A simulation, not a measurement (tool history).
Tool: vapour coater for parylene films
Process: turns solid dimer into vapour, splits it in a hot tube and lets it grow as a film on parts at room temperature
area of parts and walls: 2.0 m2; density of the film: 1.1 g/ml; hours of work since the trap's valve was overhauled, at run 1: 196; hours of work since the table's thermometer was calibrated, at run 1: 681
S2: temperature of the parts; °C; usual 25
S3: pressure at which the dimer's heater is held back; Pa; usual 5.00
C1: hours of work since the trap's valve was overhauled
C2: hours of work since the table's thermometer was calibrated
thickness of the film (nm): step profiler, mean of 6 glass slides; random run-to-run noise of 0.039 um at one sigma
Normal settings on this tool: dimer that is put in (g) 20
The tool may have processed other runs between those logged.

{"run": 1, "day": 0.0, "dimer that is put in (g)": 20, "S2": 25, "S3": 5.0, "C1": 196, "C2": 681, "thickness of the film (nm)": 7210}
{"run": 2, "day": 0.929, "dimer that is put in (g)": 20, "S2": 25, "S3": 5.0, "C1": 213, "C2": 698, "thickness of the film (nm)": 7200}
{"run": 3, "day": 1.429, "dimer that is put in (g)": 20, "S2": 25, "S3": 5.0, "C1": 222, "C2": 707, "thickness of the film (nm)": 7180}
{"run": 4, "day": 2.367, "dimer that is put in (g)": 31, "S2": 25, "S3": 5.0, "C1": 239, "C2": 725, "thickness of the film (nm)": 11210}
{"run": 5, "day": 3.3, "dimer that is put in (g)": 31, "S2": 25, "S3": 5.0, "C1": 256, "C2": 742, "thickness of the film (nm)": 11140}
{"run": 6, "day": 3.758, "dimer that is put in (g)": 31, "S2": 25, "S3": 5.0, "C1": 265, "C2": 750, "thickness of the film (nm)": 11140}
{"run": 7, "day": 4.183, "dimer that is put in (g)": 9, "S2": 25, "S3": 8.96, "C1": 273, "C2": 758, "thickness of the film (nm)": 2940}
{"run": 8, "day": 4.938, "dimer that is put in (g)": 20, "S2": 21, "S3": 9.88, "C1": 286, "C2": 771, "thickness of the film (nm)": 6950}
{"run": 9, "day": 5.604, "dimer that is put in (g)": 20, "S2": 21, "S3": 9.88, "C1": 299, "C2": 784, "thickness of the film (nm)": 6830}
{"run": 10, "day": 6.108, "dimer that is put in (g)": 16, "S2": 17, "S3": 3.08, "C1": 308, "C2": 793, "thickness of the film (nm)": 7130}
{"run": 11, "day": 6.979, "dimer that is put in (g)": 20, "S2": 30, "S3": 5.0, "C1": 324, "C2": 809, "thickness of the film (nm)": 6500}
{"run": 12, "day": 7.483, "dimer that is put in (g)": 20, "S2": 30, "S3": 4.46, "C1": 333, "C2": 818, "thickness of the film (nm)": 6600}

Each row is a separate what-if for the run after 12, all from the same tool condition, not one after another. Results?
{"run": "A", "day": 7.883, "dimer that is put in (g)": 20, "S2": 25, "S3": 7.2, "C1": 340, "C2": 825, "thickness of the film (nm)": "?"}
{"run": "B", "day": 7.883, "dimer that is put in (g)": 13, "S2": 18, "S3": 8.74, "C1": 340, "C2": 825, "thickness of the film (nm)": "?"}
{"run": "C", "day": 7.883, "dimer that is put in (g)": 28, "S2": 19, "S3": 3.32, "C1": 340, "C2": 825, "thickness of the film (nm)": "?"}

run=A thickness_of_the_film_(nm)=6810
run=B thickness_of_the_film_(nm)=4850
run=C thickness_of_the_film_(nm)=12230
Without the tool's hidden state the same runs would have given:
run=A thickness_of_the_film_(nm)=6830
run=B thickness_of_the_film_(nm)=4870
run=C thickness_of_the_film_(nm)=12260

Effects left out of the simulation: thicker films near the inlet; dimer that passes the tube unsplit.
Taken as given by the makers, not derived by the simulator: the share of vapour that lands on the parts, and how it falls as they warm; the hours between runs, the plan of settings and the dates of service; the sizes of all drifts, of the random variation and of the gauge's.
